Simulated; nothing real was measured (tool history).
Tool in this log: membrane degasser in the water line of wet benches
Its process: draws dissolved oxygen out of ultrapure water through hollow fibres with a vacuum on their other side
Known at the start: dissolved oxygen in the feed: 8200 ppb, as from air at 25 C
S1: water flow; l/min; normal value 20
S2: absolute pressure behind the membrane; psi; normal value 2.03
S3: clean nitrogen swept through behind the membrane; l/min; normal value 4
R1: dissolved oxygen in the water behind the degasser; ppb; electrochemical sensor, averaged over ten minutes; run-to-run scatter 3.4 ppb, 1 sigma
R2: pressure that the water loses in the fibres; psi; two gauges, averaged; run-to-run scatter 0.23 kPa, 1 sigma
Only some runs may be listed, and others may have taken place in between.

run	hour	S1	S2	S3	R1	R2
1	0	20	2.03	4	350.2	8.641
2	107.9	20	2.03	4	353.5	8.651
3	267.1	13	2.03	4	182.2	5.68
4	423.9	13	2.03	4	181.6	5.626
5	558.3	13	1.61	4	158.7	5.687
6	653.8	20	2.03	4	361.9	8.725
7	734.8	20	2.03	4	356	8.724
8	868.8	20	2.03	4	368.1	8.781
9	1029.3	20	2.03	4	363.8	8.77
10	1117.2	18	2.03	4	302.4	7.91
11	1229.4	20	2.03	4	365.5	8.801
# hour 1305.2: seals of the vacuum lines changed
12	1313.8	20	2.03	4	355.1	8.723
13	1421.2	20	2.03	4	361.3	8.84
14	1587.2	20	2.03	4	367.5	8.826
15	1719	20	1.52	4	329.1	8.799
16	1792.2	20	2.03	4	365.1	8.828
17	1894.1	20	2.03	2.13	470.9	8.826
18	1964.3	22	1.68	3.58	396.2	9.77
19	2066.2	32	3.16	9.52	657.7	14.144
20	2222.3	32	3.16	9.52	651.1	14.144
21	2327	20	2.03	6.16	325.3	8.926
22	2428.5	17	1.8	4	276.8	7.567
23	2522	17	3.61	2.51	516.7	7.617
# hour 2530.9: vacuum gauge calibrated
24	2603.1	17	3.61	2.51	521.5	7.577
25	2746.8	17	3.61	2.51	517.4	7.588
26	2864.6	25	2.57	2.51	684.4	11.137
27	3011.1	22	1.31	1.81	468.1	9.76
28	3146	16	1.31	3.56	231.1	7.169
# hour 3193.6: vacuum gauge calibrated, once more
29	3268.5	16	1.31	3.56	221.3	7.134
30	3357	18	1.83	4	305.8	8.047
31	3456.1	27	3.86	2.04	1015.2	12.183
32	3612.5	27	3.86	2.04	1008.9	12.069
33	3687.7	27	3.86	2.04	1042.8	12.18

Predict each of these 3 candidate next runs independently; none follows another, all start after run 33:
A	3797.5	27	3.86	5.78	?	?
B	3797.5	19	1.97	4	?	?
C	3797.5	15	3.22	6.85	?	?

run	R1	R2
A	656.6	12.192
B	350.7	8.592
C	242.5	6.782
What these runs would have given with no unlogged condition in the tool:
run	R1	R2
A	604.1	11.671
B	314.6	8.227
C	217	6.495

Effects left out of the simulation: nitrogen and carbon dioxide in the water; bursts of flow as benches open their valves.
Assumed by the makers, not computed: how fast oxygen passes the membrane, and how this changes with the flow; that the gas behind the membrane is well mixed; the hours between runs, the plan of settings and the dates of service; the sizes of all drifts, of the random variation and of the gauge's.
